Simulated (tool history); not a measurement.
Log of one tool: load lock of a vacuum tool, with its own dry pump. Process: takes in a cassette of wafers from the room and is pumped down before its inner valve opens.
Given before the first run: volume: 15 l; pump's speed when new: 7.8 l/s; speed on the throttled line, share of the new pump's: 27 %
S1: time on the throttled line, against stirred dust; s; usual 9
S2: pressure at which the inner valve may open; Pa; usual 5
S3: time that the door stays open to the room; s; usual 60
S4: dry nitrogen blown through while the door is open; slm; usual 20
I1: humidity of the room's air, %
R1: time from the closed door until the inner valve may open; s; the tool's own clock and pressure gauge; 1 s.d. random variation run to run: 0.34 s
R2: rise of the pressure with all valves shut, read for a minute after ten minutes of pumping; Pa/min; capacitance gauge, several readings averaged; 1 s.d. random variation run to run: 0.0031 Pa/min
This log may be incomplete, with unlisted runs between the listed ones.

{"run": 1, "hour": 0.0, "S1": 9, "S2": 5, "S3": 60, "S4": 20, "I1": 45.6, "R1": 29.2, "R2": 0.094}
{"run": 2, "hour": 131.4, "S1": 9, "S2": 5, "S3": 60, "S4": 20, "I1": 44.6, "R1": 29.3, "R2": 0.1}
{"run": 3, "hour": 248.0, "S1": 9, "S2": 5, "S3": 60, "S4": 20, "I1": 46.8, "R1": 29.0, "R2": 0.096}
{"run": 4, "hour": 341.6, "S1": 9, "S2": 5, "S3": 60, "S4": 20, "I1": 42.2, "R1": 29.0, "R2": 0.088}
{"run": 5, "hour": 414.0, "S1": 9, "S2": 5, "S3": 60, "S4": 20, "I1": 43.6, "R1": 29.3, "R2": 0.098}
{"run": 6, "hour": 528.0, "S1": 6, "S2": 5, "S3": 60, "S4": 20, "I1": 44.4, "R1": 27.5, "R2": 0.099}
{"run": 7, "hour": 656.4, "S1": 9, "S2": 6, "S3": 60, "S4": 20, "I1": 46.1, "R1": 29.5, "R2": 0.098}
{"run": 8, "hour": 815.4, "S1": 9, "S2": 6, "S3": 60, "S4": 20, "I1": 43.3, "R1": 29.4, "R2": 0.095}
{"run": 9, "hour": 889.3, "S1": 9, "S2": 6, "S3": 60, "S4": 5, "I1": 45.5, "R1": 29.1, "R2": 0.126}
{"run": 10, "hour": 1000.7, "S1": 9, "S2": 6, "S3": 60, "S4": 5, "I1": 48.7, "R1": 28.9, "R2": 0.133}
{"run": 11, "hour": 1147.3, "S1": 10, "S2": 6, "S3": 68, "S4": 5, "I1": 46.0, "R1": 29.7, "R2": 0.139}
{"run": 12, "hour": 1274.0, "S1": 8, "S2": 5, "S3": 66, "S4": 5, "I1": 43.0, "R1": 29.1, "R2": 0.127}
{"run": 13, "hour": 1344.1, "S1": 8, "S2": 5, "S3": 66, "S4": 5, "I1": 45.1, "R1": 28.3, "R2": 0.129}
{"run": 14, "hour": 1466.9, "S1": 8, "S2": 5, "S3": 66, "S4": 5, "I1": 46.1, "R1": 28.2, "R2": 0.138}
{"run": 15, "hour": 1534.8, "S1": 8, "S2": 5, "S3": 66, "S4": 5, "I1": 43.5, "R1": 28.7, "R2": 0.136}
{"run": 16, "hour": 1637.1, "S1": 8, "S2": 5, "S3": 66, "S4": 5, "I1": 46.5, "R1": 28.1, "R2": 0.136}
{"run": 17, "hour": 1767.8, "S1": 7, "S2": 5, "S3": 60, "S4": 6, "I1": 41.7, "R1": 27.9, "R2": 0.123}
{"run": 18, "hour": 1888.9, "S1": 9, "S2": 5, "S3": 60, "S4": 6, "I1": 43.7, "R1": 30.1, "R2": 0.124}

Here are 4 independent what-if runs from the current tool condition. What would each one return?
{"run": "A", "hour": 2040.3, "S1": 6, "S2": 5, "S3": 60, "S4": 12, "I1": 43.1, "R1": "?", "R2": "?"}
{"run": "B", "hour": 2040.3, "S1": 10, "S2": 4, "S3": 60, "S4": 7, "I1": 48.1, "R1": "?", "R2": "?"}
{"run": "C", "hour": 2040.3, "S1": 10, "S2": 5, "S3": 60, "S4": 26, "I1": 45.7, "R1": "?", "R2": "?"}
{"run": "D", "hour": 2040.3, "S1": 13, "S2": 5, "S3": 60, "S4": 28, "I1": 42.2, "R1": "?", "R2": "?"}

run=A R1=27.4 R2=0.116
run=B R1=30.6 R2=0.133
run=C R1=30.2 R2=0.094
run=D R1=32.2 R2=0.092
With no hidden state in the tool, these same runs would have given:
run=A R1=23.5 R2=0.088
run=B R1=26.9 R2=0.105
run=C R1=26.6 R2=0.066
run=D R1=28.8 R2=0.064

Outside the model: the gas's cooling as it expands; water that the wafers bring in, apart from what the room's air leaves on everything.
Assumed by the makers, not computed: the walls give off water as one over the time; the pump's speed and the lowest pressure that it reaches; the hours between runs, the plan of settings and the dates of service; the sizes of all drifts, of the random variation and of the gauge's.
